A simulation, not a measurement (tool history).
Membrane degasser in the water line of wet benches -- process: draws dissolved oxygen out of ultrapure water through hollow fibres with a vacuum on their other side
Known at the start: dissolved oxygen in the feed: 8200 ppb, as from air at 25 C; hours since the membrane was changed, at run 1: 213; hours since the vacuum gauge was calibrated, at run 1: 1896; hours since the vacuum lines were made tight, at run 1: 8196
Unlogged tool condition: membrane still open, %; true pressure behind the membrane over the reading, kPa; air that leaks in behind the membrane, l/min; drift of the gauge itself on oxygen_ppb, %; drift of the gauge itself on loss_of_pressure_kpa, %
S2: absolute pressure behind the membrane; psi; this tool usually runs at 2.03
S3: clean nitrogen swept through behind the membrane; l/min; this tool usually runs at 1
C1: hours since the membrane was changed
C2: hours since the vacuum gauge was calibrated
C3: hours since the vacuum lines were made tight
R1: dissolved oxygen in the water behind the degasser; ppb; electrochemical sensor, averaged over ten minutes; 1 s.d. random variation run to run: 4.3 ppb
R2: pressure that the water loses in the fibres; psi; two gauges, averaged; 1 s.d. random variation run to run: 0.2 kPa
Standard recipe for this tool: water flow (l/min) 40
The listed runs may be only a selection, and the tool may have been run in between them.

Run 1, day 0: usual settings; C1 213; C2 1896; C3 8196. Result: R1 889.2 ppb, R2 6.358 psi.
Run 2, day 1.254: usual settings; C1 243; C2 1926; C3 8226. Result: R1 878.1 ppb, R2 6.387 psi.
Run 3, day 2.479: usual settings; C1 272; C2 1956; C3 8255. Result: R1 880.7 ppb, R2 6.386 psi.
Run 4, day 3.567: usual settings; C1 298; C2 1982; C3 8281. Result: R1 882.1 ppb, R2 6.318 psi.
Run 5, day 5.142: usual settings; C1 336; C2 2020; C3 8319. Result: R1 886.3 ppb, R2 6.36 psi.
Run 6, day 6.046: usual settings but S2 1.25 psi; C1 358; C2 2041; C3 8341. Result: R1 505.7 ppb, R2 6.392 psi.
Run 7, day 7.004: usual settings but S2 1.25 psi; C1 381; C2 2064; C3 8364. Result: R1 506.5 ppb, R2 6.328 psi.
Run 8, day 8.05: usual settings but S2 1.25 psi; C1 406; C2 2090; C3 8389. Result: R1 511.2 ppb, R2 6.376 psi.
Run 9, day 9.933: usual settings but water flow (l/min) 41; C1 451; C2 2135; C3 8434. Result: R1 908.4 ppb, R2 6.531 psi.
Run 10, day 11.117: usual settings; C1 480; C2 2163; C3 8462. Result: R1 878.7 ppb, R2 6.325 psi.
Run 11, day 12.454: usual settings but S3 0.4 l/min; C1 512; C2 2195; C3 8495. Result: R1 1559.4 ppb, R2 6.286 psi.
Run 12, day 13.779: usual settings but S3 0.4 l/min; C1 544; C2 2227; C3 8526. Result: R1 1547.1 ppb, R2 6.399 psi.
Run 13, day 15.058: usual settings; C1 574; C2 2258; C3 8557. Result: R1 885.5 ppb, R2 6.387 psi.
Run 14, day 16.308: usual settings; C1 604; C2 2288; C3 8587. Result: R1 877.6 ppb, R2 6.361 psi.
Run 15, day 17.438: usual settings but water flow (l/min) 57, S3 0.56 l/min; C1 631; C2 2315; C3 8614. Result: R1 1683.1 ppb, R2 9.072 psi.
Run 16, day 18.283: usual settings but water flow (l/min) 57, S3 0.56 l/min; C1 652; C2 2335; C3 8634. Result: R1 1687 ppb, R2 9.087 psi.
Run 17, day 19.162: usual settings but water flow (l/min) 57, S3 0.56 l/min; C1 673; C2 2356; C3 8656. Result: R1 1694.8 ppb, R2 9.095 psi.
Run 18, day 20.221: usual settings but water flow (l/min) 61, S2 1.55 psi; C1 698; C2 2382; C3 8681. Result: R1 1043.6 ppb, R2 9.632 psi.
Run 19, day 21.192: usual settings but water flow (l/min) 61, S2 1.55 psi; C1 722; C2 2405; C3 8704. Result: R1 1053.4 ppb, R2 9.646 psi.
Run 20, day 22.121: usual settings but water flow (l/min) 61, S2 1.55 psi; C1 744; C2 2427; C3 8727. Result: R1 1059.1 ppb, R2 9.691 psi.
Run 21, day 23.888: usual settings but water flow (l/min) 61, S2 1.55 psi; C1 786; C2 2470; C3 8769. Result: R1 1053.7 ppb, R2 9.703 psi.
Run 22, day 24.804: usual settings but water flow (l/min) 61, S2 1.55 psi; C1 808; C2 2492; C3 8791. Result: R1 1057 ppb, R2 9.662 psi.
Run 23, day 26.662: usual settings but water flow (l/min) 56, S2 2.15 psi; C1 853; C2 2536; C3 8836. Result: R1 1299.4 ppb, R2 8.955 psi.
Run 24, day 28.112: usual settings but water flow (l/min) 59; C1 888; C2 2571; C3 8870. Result: R1 1299.8 ppb, R2 9.372 psi.
Run 25, day 29.55: usual settings but water flow (l/min) 59; C1 922; C2 2605; C3 8905. Result: R1 1298.2 ppb, R2 9.394 psi.

3 ways to go on from here, each from the tool as it stands after run 25. What would each give?
Run A, day 30.496: usual settings but water flow (l/min) 27, S2 3.23 psi; C1 945; C2 2628; C3 8928. Result: R1 ?, R2 ?.
Run B, day 30.496: usual settings but water flow (l/min) 38, S3 1.55 l/min; C1 945; C2 2628; C3 8928. Result: R1 ?, R2 ?.
Run C, day 30.496: usual settings but water flow (l/min) 56, S2 5.03 psi; C1 945; C2 2628; C3 8928. Result: R1 ?, R2 ?.

run      R1     R2
  A  1006.9  4.251
  B   619.2  6.047
  C  2636.4  8.913
What these runs would have given with no unlogged condition in the tool:
run      R1     R2
  A  1006.6   4.25
  B     619  6.047
  C  2636.1  8.911

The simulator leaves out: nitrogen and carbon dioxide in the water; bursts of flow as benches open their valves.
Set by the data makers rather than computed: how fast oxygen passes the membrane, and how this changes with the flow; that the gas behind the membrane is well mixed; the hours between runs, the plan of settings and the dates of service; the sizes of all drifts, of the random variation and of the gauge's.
